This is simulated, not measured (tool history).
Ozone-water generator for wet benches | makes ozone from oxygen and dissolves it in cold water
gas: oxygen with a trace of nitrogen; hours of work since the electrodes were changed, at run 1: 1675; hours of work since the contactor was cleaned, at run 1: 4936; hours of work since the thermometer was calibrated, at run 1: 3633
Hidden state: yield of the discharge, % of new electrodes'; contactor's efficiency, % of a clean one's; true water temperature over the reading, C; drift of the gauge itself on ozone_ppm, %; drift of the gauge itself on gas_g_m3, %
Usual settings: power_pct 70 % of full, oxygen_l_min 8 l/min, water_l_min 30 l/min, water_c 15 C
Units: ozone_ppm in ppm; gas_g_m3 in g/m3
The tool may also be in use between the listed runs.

run,hour,power_pct,oxygen_l_min,water_l_min,water_c,hours of work since the electrodes were changed,hours of work since the contactor was cleaned,hours of work since the thermometer was calibrated,ozone_ppm,gas_g_m3
1,0,70,8,30,15,1675,4936,3633,16.6,176.8
2,36.6,70,8,30,15,1697,4958,3655,16.5,178.4
3,110.2,70,8,30,15,1743,5004,3701,16.4,174.8
4,149.2,70,8,30,15,1767,5028,3725,16.8,177.4
5,224.5,50,8,30,15,1813,5074,3771,13.2,141.8
6,255.7,70,8,30,15,1832,5093,3790,16.3,175.3
7,289.5,42,8.86,32,8,1853,5114,3811,12,120.3
8,324.4,83,10.82,33,10,1875,5136,3833,18.2,167.4
9,398.4,55,10.81,30,9,1920,5181,3878,15.5,128.9
10,442.3,55,10.81,30,9,1947,5208,3905,15.3,126.9
11,512.6,55,10.81,30,9,1991,5252,3949,15.3,127.8

Some steps in ozone_ppm between neighbouring runs. How much of each would the tool show without its hidden state too (settings, what came in, random variation), and how much is left for the hidden state, with any gauge scatter that isn't in both results?
Run 7 -> 8: power_pct 42 -> 83, oxygen_l_min 8.86 -> 10.82, water_l_min 32 -> 33, water_c 8 -> 10. ozone_ppm +6.2 ppm: hidden state -1, all else +7.2.

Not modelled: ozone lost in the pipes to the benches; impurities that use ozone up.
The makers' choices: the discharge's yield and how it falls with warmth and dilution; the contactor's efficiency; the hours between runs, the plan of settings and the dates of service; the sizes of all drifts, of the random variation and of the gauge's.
